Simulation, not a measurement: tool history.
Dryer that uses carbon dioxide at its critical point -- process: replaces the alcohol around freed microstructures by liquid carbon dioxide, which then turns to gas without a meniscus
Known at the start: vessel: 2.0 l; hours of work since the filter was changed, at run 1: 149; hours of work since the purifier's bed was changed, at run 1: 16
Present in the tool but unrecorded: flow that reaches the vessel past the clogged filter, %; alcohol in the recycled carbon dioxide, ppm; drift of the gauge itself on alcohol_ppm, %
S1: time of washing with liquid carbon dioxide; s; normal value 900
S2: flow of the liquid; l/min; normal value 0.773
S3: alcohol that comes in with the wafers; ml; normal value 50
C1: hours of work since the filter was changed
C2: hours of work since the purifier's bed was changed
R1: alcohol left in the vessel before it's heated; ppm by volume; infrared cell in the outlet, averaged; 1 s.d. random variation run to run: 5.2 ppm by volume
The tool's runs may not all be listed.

run	hour	S1	S2	S3	C1	C2	R1
1	0	900	0.773	50	149	16	137
2	33.7	900	0.684	50	167	33	223
3	88.3	900	0.539	50	195	62	646
4	122.4	900	0.539	50	212	79	657
# hour 132.1: inlet filter changed
5	151.7	900	0.539	50	10	94	474
6	193	900	0.539	50	31	115	492
7	232.6	900	0.539	25	52	135	276
8	277.1	900	0.539	25	75	158	288
9	328.2	900	0.539	25	101	185	299
10	359.6	900	0.539	25	117	201	301
11	389.3	900	0.539	25	133	216	317
12	453.4	900	0.539	25	166	249	342
13	505.6	900	0.773	50	193	276	181
14	534.9	900	0.773	50	208	291	184
# hour 554: inlet filter changed
15	566.3	900	0.773	50	6	307	129
16	597.7	900	0.773	50	23	323	156
17	630.2	900	0.638	50	39	340	298
18	690.7	900	0.638	50	70	371	321
19	721.6	900	0.773	50	86	387	176
20	757.7	900	0.773	71	105	406	227
21	806.6	600	0.773	71	130	431	1032
22	865.3	600	0.773	71	161	461	1046
23	917.9	900	0.773	50	188	488	217
24	972.5	660	0.773	50	216	516	644
# hour 977.6: inlet filter changed
25	1024.8	900	1.251	34	24	543	89
26	1053.3	900	1.251	34	39	558	95
27	1093.6	960	0.865	58	60	578	141
28	1141.4	1380	0.773	30	84	603	104
29	1190.3	1380	0.773	30	110	628	107
30	1218.1	1380	0.773	30	124	643	115
31	1263.1	1380	0.773	32	147	666	119
32	1311.9	1380	0.773	32	172	691	117
33	1357.1	1080	0.855	21	196	714	133
# hour 1400.1: inlet filter changed
34	1402.6	600	0.738	96	1	737	1352
35	1456.8	540	0.959	54	29	765	532
36	1500.5	600	0.773	50	52	788	732
37	1560.1	600	0.773	50	82	818	793
38	1619.9	840	1.286	50	113	849	154
39	1681.7	840	1.286	50	145	881	160
40	1709.2	840	0.928	50	159	895	209
41	1771.6	900	0.773	88	192	927	376
42	1800.6	660	0.929	77	207	942	531
# hour 1826: inlet filter changed
43	1862.8	900	1.105	103	19	974	186
# hour 1924.3: purifier's bed changed
44	1928.3	1080	1.28	48	51	2	2
45	1977.4	1080	0.589	50	77	27	166
46	2033.9	1080	0.739	25	106	56	38

Branching from run 46: 4 alternative next runs. What would each branch give?
A	2061.3	1260	0.739	34	120	71	?
B	2061.3	720	0.739	25	120	71	?
C	2061.3	720	0.663	58	120	71	?
D	2061.3	1080	0.499	25	120	71	?

run	R1
A	19
B	207
C	707
D	186
The same runs, with their run-to-run variation unchanged, on a tool lacking any hidden condition would have given:
run	R1
A	3
B	155
C	568
D	137
